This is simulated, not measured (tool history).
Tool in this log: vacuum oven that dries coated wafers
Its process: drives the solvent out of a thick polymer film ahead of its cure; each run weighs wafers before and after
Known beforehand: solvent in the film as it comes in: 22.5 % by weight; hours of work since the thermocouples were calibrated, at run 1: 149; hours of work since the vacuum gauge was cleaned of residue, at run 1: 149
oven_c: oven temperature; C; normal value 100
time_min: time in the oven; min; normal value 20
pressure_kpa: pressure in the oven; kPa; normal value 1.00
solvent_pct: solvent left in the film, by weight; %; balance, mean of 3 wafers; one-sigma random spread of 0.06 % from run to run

run	hour	oven_c	time_min	pressure_kpa	hours of work since the thermocouples were calibrated	hours of work since the vacuum gauge was cleaned of residue	solvent_pct
1	0.0	100	20	1.00	149	149	3.57
2	39.0	100	20	1.00	173	173	3.45
3	101.2	100	20	1.00	210	210	3.36
4	158.7	105	20	1.00	245	245	2.36
5	241.0	105	20	1.00	295	295	2.22
6	299.7	105	20	1.00	330	330	2.35
7	352.9	100	20	1.00	362	362	3.48
8	395.3	100	16	1.00	388	388	4.74
9	450.7	100	16	1.00	421	421	4.85
10	525.0	100	16	1.00	466	466	4.92
11	580.4	100	16	1.00	499	499	4.93
12	665.5	100	16	1.00	551	551	4.96
13	728.1	87	20	1.00	589	589	8.37
14	812.0	100	20	1.00	639	639	3.66
15	885.2	100	20	1.00	683	683	3.81
16	923.8	100	20	0.69	707	707	3.48
17	964.8	100	20	1.00	732	732	3.78
18	1019.7	100	20	1.00	765	765	3.82
19	1086.6	87	20	1.00	805	805	8.34
20	1139.3	87	20	1.00	837	837	8.24
21	1211.3	99	13	0.69	880	880	6.52
22	1278.5	111	20	1.06	921	921	1.55
23	1350.0	107	16	0.89	964	964	2.97
24	1394.6	95	20	2.66	991	991	6.92
25	1460.7	102	26	1.00	1031	1031	2.24
26	1527.4	100	21	1.00	1071	1071	3.70
27	1613.1	99	20	1.00	1123	1123	4.32
28	1648.9	114	19	1.27	1144	1144	1.40
29	1728.1	89	22	2.74	1192	1192	8.88
30	1793.7	100	10	1.00	1232	1232	8.35
31	1873.8	100	10	1.00	1280	1280	8.29
32	1961.1	100	13	1.00	1333	1333	6.72
33	2027.6	100	10	1.85	1373	1373	8.88
34	2078.8	100	16	1.00	1404	1404	5.42
35	2160.7	100	16	1.00	1453	1453	5.40
36	2244.3	114	28	1.00	1504	1504	0.78
37	2328.5	100	16	2.58	1555	1555	6.75
38	2384.8	100	16	2.58	1589	1589	6.68
39	2446.3	89	26	2.58	1626	1626	8.29
40	2488.4	102	26	0.89	1651	1651	2.43

4 ways to go on from here, each from the tool as it stands after run 40. What would each give?
A	2550.6	105	20	1.00	1689	1689	?
B	2550.6	100	26	1.20	1689	1689	?
C	2550.6	110	23	0.78	1689	1689	?
D	2550.6	100	35	1.00	1689	1689	?

run	solvent_pct
A	2.98
B	3.34
C	1.45
D	2.12
With no hidden state in the tool, these same runs would have given:
run	solvent_pct
A	2.17
B	2.44
C	0.95
D	1.44

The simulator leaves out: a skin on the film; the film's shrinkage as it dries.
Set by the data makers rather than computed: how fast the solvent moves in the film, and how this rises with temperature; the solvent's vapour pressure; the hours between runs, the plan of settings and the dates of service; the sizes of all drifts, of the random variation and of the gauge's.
